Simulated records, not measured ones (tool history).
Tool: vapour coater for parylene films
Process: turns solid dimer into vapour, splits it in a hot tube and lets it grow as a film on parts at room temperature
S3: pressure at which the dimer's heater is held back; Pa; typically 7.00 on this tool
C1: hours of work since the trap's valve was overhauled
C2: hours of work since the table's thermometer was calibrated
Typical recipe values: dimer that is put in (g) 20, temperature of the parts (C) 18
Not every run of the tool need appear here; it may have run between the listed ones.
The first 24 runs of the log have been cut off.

run 25 hour=1248.9 | dimer_that_is_put_in_(g)=9 temperature_of_the_parts_(C)=17 S3=5.53 | C1=304 C2=347 | thickness_of_the_film_(nm)=1740
run 26 hour=1300.0 | dimer_that_is_put_in_(g)=12 temperature_of_the_parts_(C)=13 S3=11.58 | C1=349 C2=393 | thickness_of_the_film_(nm)=2270
run 27 hour=1360.7 | dimer_that_is_put_in_(g)=14 temperature_of_the_parts_(C)=22 S3=3.60 | C1=403 C2=447 | thickness_of_the_film_(nm)=2530
run 28 hour=1405.8 | dimer_that_is_put_in_(g)=21 temperature_of_the_parts_(C)=11 S3=2.03 | C1=444 C2=487 | thickness_of_the_film_(nm)=4900
run 29 hour=1458.8 | dimer_that_is_put_in_(g)=10 temperature_of_the_parts_(C)=13 S3=3.93 | C1=491 C2=534 | thickness_of_the_film_(nm)=2090
run 30 hour=1498.0 | dimer_that_is_put_in_(g)=28 temperature_of_the_parts_(C)=12 S3=5.19 | C1=526 C2=569 | thickness_of_the_film_(nm)=5780
run 31 hour=1550.8 | dimer_that_is_put_in_(g)=28 temperature_of_the_parts_(C)=12 S3=5.19 | C1=573 C2=617 | thickness_of_the_film_(nm)=5700
run 32 hour=1625.1 | dimer_that_is_put_in_(g)=28 temperature_of_the_parts_(C)=12 S3=5.19 | C1=639 C2=683 | thickness_of_the_film_(nm)=5680

The next listed run, before its measurement:
-- hour=1640.0 trap's valve overhauled
run 33 hour=1668.3 | dimer_that_is_put_in_(g)=20 temperature_of_the_parts_(C)=18 S3=2.32 | C1=25 C2=718 | thickness_of_the_film_(nm)=?

thickness of the film (nm): 4300
With no hidden state in the tool, this same run would have given thickness of the film (nm) 4390.
